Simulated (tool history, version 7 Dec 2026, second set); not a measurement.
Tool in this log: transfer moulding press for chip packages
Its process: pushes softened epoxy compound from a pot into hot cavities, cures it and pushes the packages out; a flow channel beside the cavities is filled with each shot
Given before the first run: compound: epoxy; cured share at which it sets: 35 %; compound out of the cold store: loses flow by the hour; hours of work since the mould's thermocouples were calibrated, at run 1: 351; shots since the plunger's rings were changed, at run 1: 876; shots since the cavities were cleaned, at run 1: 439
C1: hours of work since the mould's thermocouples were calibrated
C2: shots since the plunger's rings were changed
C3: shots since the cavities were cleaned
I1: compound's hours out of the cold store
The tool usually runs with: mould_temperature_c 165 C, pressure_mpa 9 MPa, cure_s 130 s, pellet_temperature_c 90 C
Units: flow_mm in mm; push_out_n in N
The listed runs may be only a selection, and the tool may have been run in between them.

run 1 hour=0 | mould_temperature_c=165 pressure_mpa=9 cure_s=130 pellet_temperature_c=90 | C1=351 C2=876 C3=439 | I1=36.9 | flow_mm=645 push_out_n=499
run 2 hour=29.2 | mould_temperature_c=165 pressure_mpa=9 cure_s=130 pellet_temperature_c=90 | C1=365 C2=1059 C3=622 | I1=20.2 | flow_mm=706 push_out_n=556
run 3 hour=62.7 | mould_temperature_c=165 pressure_mpa=9 cure_s=130 pellet_temperature_c=90 | C1=380 C2=1269 C3=832 | I1=36.7 | flow_mm=639 push_out_n=573
-- hour=71.3 cavities cleaned with cleaning compound and waxed
run 4 hour=109.6 | mould_temperature_c=165 pressure_mpa=9 cure_s=130 pellet_temperature_c=90 | C1=401 C2=1553 C3=240 | I1=17.1 | flow_mm=717 push_out_n=432
run 5 hour=130.4 | mould_temperature_c=165 pressure_mpa=8.88 cure_s=130 pellet_temperature_c=90 | C1=411 C2=1684 C3=371 | I1=47.4 | flow_mm=595 push_out_n=451
run 6 hour=177.1 | mould_temperature_c=165 pressure_mpa=9 cure_s=130 pellet_temperature_c=90 | C1=432 C2=1976 C3=663 | I1=25.4 | flow_mm=676 push_out_n=557
run 7 hour=197.7 | mould_temperature_c=165 pressure_mpa=9 cure_s=130 pellet_temperature_c=90 | C1=442 C2=2106 C3=793 | I1=23.8 | flow_mm=682 push_out_n=585
-- hour=212.2 cavities cleaned with cleaning compound and waxed
run 8 hour=244.9 | mould_temperature_c=165 pressure_mpa=9 cure_s=130 pellet_temperature_c=90 | C1=463 C2=2392 C3=205 | I1=20.1 | flow_mm=693 push_out_n=429
-- hour=272.6 plunger's sealing rings changed
run 9 hour=285.9 | mould_temperature_c=165 pressure_mpa=9 cure_s=115 pellet_temperature_c=90 | C1=481 C2=84 C3=447 | I1=35.7 | flow_mm=653 push_out_n=554
-- hour=303 mould's thermocouples calibrated
run 10 hour=336.2 | mould_temperature_c=165 pressure_mpa=9 cure_s=130 pellet_temperature_c=90 | C1=15 C2=386 C3=749 | I1=11.2 | flow_mm=755 push_out_n=594
-- hour=360.6 cavities cleaned with cleaning compound and waxed
run 11 hour=367.5 | mould_temperature_c=165 pressure_mpa=9 cure_s=130 pellet_temperature_c=90 | C1=29 C2=573 C3=43 | I1=20 | flow_mm=716 push_out_n=370
run 12 hour=407.8 | mould_temperature_c=165 pressure_mpa=9 cure_s=130 pellet_temperature_c=90 | C1=48 C2=826 C3=296 | I1=20.4 | flow_mm=716 push_out_n=477
run 13 hour=447 | mould_temperature_c=165 pressure_mpa=9 cure_s=130 pellet_temperature_c=90 | C1=66 C2=1072 C3=542 | I1=42.9 | flow_mm=624 push_out_n=519

For run 14, what comes out?
run 14 hour=489.3 | mould_temperature_c=165 pressure_mpa=9 cure_s=130 pellet_temperature_c=90 | C1=85 C2=1337 C3=807 | I1=21.9 | flow_mm=? push_out_n=?

Logged for run 14: flow_mm 697 mm, push_out_n 605 N.
If the tool had no hidden condition, the same run with the same run-to-run variation would have returned flow_mm 710 mm, push_out_n 338 N.
